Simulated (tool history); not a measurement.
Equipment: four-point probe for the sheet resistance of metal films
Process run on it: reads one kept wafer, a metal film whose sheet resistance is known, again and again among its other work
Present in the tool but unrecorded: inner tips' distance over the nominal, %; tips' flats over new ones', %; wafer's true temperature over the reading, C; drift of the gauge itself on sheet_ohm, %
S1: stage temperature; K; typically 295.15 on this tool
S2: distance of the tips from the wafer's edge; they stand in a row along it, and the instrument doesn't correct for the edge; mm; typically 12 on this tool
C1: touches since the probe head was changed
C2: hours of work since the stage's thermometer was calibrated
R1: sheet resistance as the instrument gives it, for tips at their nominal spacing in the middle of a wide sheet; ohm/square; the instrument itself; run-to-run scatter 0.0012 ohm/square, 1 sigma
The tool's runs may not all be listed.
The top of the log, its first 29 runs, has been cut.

run 30 hour=2268.4 | S1=297.15 S2=69 | C1=15915 C2=279 | R1=5.867371
-- hour=2368.3 stage's thermometer calibrated, once more
run 31 hour=2377.5 | S1=297.15 S2=69 | C1=17757 C2=5 | R1=5.880669
run 32 hour=2446.5 | S1=297.15 S2=69 | C1=18928 C2=46 | R1=5.88382
run 33 hour=2529.7 | S1=294.15 S2=8 | C1=20339 C2=94 | R1=5.919534
run 34 hour=2636.2 | S1=303.15 S2=16 | C1=22145 C2=156 | R1=5.913346
run 35 hour=2689.1 | S1=301.15 S2=12 | C1=23042 C2=187 | R1=5.915352
run 36 hour=2753.5 | S1=300.15 S2=4 | C1=24135 C2=224 | R1=6.081944
run 37 hour=2800.5 | S1=300.15 S2=4 | C1=24932 C2=252 | R1=6.080357

Predict each of these 4 candidate next runs independently; none follows another, all start after run 37:
run A hour=2858.4 | S1=302.15 S2=13 | C1=25913 C2=285 | R1=?
run B hour=2858.4 | S1=294.15 S2=28 | C1=25913 C2=285 | R1=?
run C hour=2858.4 | S1=295.15 S2=16 | C1=25913 C2=285 | R1=?
run D hour=2858.4 | S1=299.15 S2=33 | C1=25913 C2=285 | R1=?

run=A R1=5.914644
run=B R1=5.871788
run=C R1=5.88294
run=D R1=5.888705
With the hidden condition removed and each run's random variation left untouched, the same runs would have given:
run=A R1=5.926387
run=B R1=5.8835
run=C R1=5.894668
run=D R1=5.900418

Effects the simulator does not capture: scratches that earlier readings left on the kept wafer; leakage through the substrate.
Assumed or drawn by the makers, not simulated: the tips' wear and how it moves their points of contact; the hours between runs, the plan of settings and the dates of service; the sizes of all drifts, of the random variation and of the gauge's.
